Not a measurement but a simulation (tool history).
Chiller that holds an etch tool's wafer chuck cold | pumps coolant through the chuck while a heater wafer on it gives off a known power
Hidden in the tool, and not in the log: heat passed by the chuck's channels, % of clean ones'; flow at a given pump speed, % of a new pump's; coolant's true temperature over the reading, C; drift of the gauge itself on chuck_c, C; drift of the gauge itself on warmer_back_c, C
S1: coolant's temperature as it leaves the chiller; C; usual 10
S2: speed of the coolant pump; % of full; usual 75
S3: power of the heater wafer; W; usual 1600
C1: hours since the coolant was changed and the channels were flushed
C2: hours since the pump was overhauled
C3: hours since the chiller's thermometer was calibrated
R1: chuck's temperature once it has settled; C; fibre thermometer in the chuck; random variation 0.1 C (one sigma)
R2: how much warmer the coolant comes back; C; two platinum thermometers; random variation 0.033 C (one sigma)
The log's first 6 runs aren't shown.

run,hour,S1,S2,S3,C1,C2,C3,R1,R2
7,428.1,10,75,2063,1503,2233,138,26.3,6.10
8,485.9,10,75,1600,1561,2291,196,22.5,4.83
9,556.0,16,75,1600,1631,2361,266,28.8,4.75
10,632.1,16,75,1600,1707,2437,342,28.7,4.76
11,684.4,2,75,1600,1760,2490,395,14.9,4.82
12,738.3,2,75,1600,1813,2544,449,14.6,4.81
13,793.1,2,75,1600,1868,2598,503,14.7,4.79
14,865.8,10,98,1600,1941,2671,576,20.2,3.68
15,919.3,16,98,1600,1995,2725,630,26.3,3.66
16,974.5,16,98,1600,2050,2780,685,26.2,3.62
17,1051.3,16,98,1600,2126,2857,762,26.2,3.68
18,1137.8,10,82,1600,2213,2943,848,21.8,4.39
19,1210.6,10,82,1600,2286,3016,921,21.8,4.34
20,1276.7,10,82,1600,2352,3082,987,21.9,4.36
21,1351.8,10,61,1600,2427,3157,1062,25.1,5.93
22,1443.2,1,71,1600,2518,3249,1153,14.3,5.11
23,1527.3,4,86,1888,2602,3333,1237,17.3,4.89
24,1566.2,18,83,872,2641,3372,1276,24.2,2.30
25,1640.4,4,82,1389,2716,3446,1351,14.2,3.69
26,1716.1,19,94,1515,2791,3521,1426,29.2,3.59
27,1789.0,10,77,1010,2864,3594,1499,18.0,2.94
28,1853.9,10,77,1010,2929,3659,1564,17.8,2.93
29,1946.5,10,81,1738,3022,3752,1657,22.8,4.76
30,2021.2,18,81,1940,3096,3827,1731,32.3,5.42
31,2113.7,18,81,1940,3189,3919,1824,32.4,5.38

3 ways to go on from here, each from the tool as it stands after run 31. What would each give?
A,2167.3,6,81,1940,3243,3973,1878,?,?
B,2167.3,19,75,1600,3243,3973,1878,?,?
C,2167.3,20,87,1149,3243,3973,1878,?,?

run,R1,R2
A,20.4,5.39
B,31.7,4.77
C,28.1,2.94
Without the tool's hidden state the same runs would have given:
run,R1,R2
A,20.3,5.39
B,31.6,4.77
C,28.1,2.93

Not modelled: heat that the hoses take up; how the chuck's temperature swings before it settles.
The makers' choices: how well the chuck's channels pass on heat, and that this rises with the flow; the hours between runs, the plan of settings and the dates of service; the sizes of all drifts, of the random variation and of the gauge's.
